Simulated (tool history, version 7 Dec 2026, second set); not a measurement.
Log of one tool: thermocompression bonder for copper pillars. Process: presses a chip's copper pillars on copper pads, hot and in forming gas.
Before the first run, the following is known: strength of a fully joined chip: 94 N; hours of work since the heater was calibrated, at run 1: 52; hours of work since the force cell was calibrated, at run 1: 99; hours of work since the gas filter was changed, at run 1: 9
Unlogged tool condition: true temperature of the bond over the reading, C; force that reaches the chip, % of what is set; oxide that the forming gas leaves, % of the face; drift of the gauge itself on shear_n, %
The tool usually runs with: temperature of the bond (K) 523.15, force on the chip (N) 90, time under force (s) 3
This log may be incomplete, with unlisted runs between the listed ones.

| run | day | temperature of the bond (K) | force on the chip (N) | time under force (s) | hours of work since the heater was calibrated | hours of work since the force cell was calibrated | hours of work since the gas filter was changed | force that shears a chip off (N) |
|---|---|---|---|---|---|---|---|---|
| 1 | 0 | 523.15 | 90 | 3 | 52 | 99 | 9 | 61.5 |
| 2 | 0.396 | 523.15 | 90 | 3 | 59 | 107 | 17 | 59.9 |
| 3 | 0.633 | 523.15 | 90 | 3 | 64 | 111 | 21 | 60.6 |
| 4 | 0.838 | 523.15 | 90 | 3 | 68 | 115 | 25 | 59.2 |
| 5 | 1.271 | 523.15 | 90 | 3 | 76 | 123 | 33 | 61 |
| 6 | 1.7 | 523.15 | 90 | 3 | 84 | 131 | 41 | 58.1 |
| 7 | 2.158 | 523.15 | 90 | 3 | 93 | 140 | 50 | 56.8 |
| 8 | 2.45 | 523.15 | 90 | 3 | 98 | 145 | 55 | 59 |
| 9 | 2.738 | 523.15 | 90 | 3 | 103 | 151 | 61 | 59 |
| 10 | 3.004 | 523.15 | 90 | 3 | 108 | 156 | 66 | 58.1 |
| 11 | 3.196 | 523.15 | 90 | 3 | 112 | 159 | 69 | 59.9 |
| 12 | 3.438 | 523.15 | 90 | 3 | 117 | 164 | 74 | 59.6 |
| 13 | 3.783 | 523.15 | 115 | 3 | 123 | 170 | 80 | 66.8 |
| 14 | 4.004 | 523.15 | 115 | 3 | 127 | 175 | 85 | 65.8 |
| 15 | 4.262 | 523.15 | 115 | 3 | 132 | 180 | 89 | 64.7 |
| 16 | 4.704 | 523.15 | 90 | 3 | 141 | 188 | 98 | 58.6 |
| 17 | 4.971 | 522.15 | 90 | 5 | 146 | 193 | 103 | 65.7 |
| 18 | 5.358 | 522.15 | 90 | 5 | 153 | 200 | 110 | 66 |
| 19 | 5.55 | 523.15 | 90 | 3 | 156 | 204 | 114 | 57.8 |
| 20 | 5.925 | 523.15 | 107 | 4 | 164 | 211 | 121 | 67.3 |
| 21 | 6.188 | 523.15 | 107 | 4 | 168 | 216 | 126 | 67.6 |
| 22 | 6.538 | 514.15 | 131 | 7 | 175 | 222 | 132 | 74.5 |
| 23 | 6.829 | 514.15 | 131 | 7 | 181 | 228 | 138 | 73.3 |
| 24 | 7.296 | 514.15 | 131 | 7 | 189 | 237 | 147 | 72.6 |
| 25 | 7.521 | 514.15 | 131 | 7 | 194 | 241 | 151 | 75.3 |
| 26 | 7.846 | 514.15 | 131 | 7 | 200 | 247 | 157 | 73.9 |
| 27 | 8.129 | 540.15 | 90 | 3 | 205 | 252 | 162 | 69.2 |
| 28 | 8.338 | 523.15 | 95 | 3 | 209 | 256 | 166 | 59.9 |
| 29 | 8.529 | 523.15 | 95 | 3 | 213 | 260 | 170 | 59.3 |
| 30 | 8.846 | 523.15 | 90 | 6 | 219 | 266 | 176 | 67.7 |
| 31 | 9.292 | 523.15 | 90 | 6 | 227 | 274 | 184 | 69.5 |

Predict each of these 5 candidate next runs independently; none follows another, all start after run 31:
| A | 9.504 | 518.15 | 123 | 5 | 231 | 278 | 188 | ? |
| B | 9.504 | 503.15 | 81 | 6 | 231 | 278 | 188 | ? |
| C | 9.504 | 523.15 | 90 | 4 | 231 | 278 | 188 | ? |
| D | 9.504 | 512.15 | 90 | 6 | 231 | 278 | 188 | ? |
| E | 9.504 | 523.15 | 90 | 7 | 231 | 278 | 188 | ? |

| run | force that shears a chip off (N) |
|---|---|
| A | 70 |
| B | 50.4 |
| C | 61.8 |
| D | 61.1 |
| E | 71.7 |
Had the tool no hidden state, the same runs would have come out as:
| run | force that shears a chip off (N) |
|---|---|
| A | 72.5 |
| B | 52.5 |
| C | 64.1 |
| D | 63.4 |
| E | 74.2 |
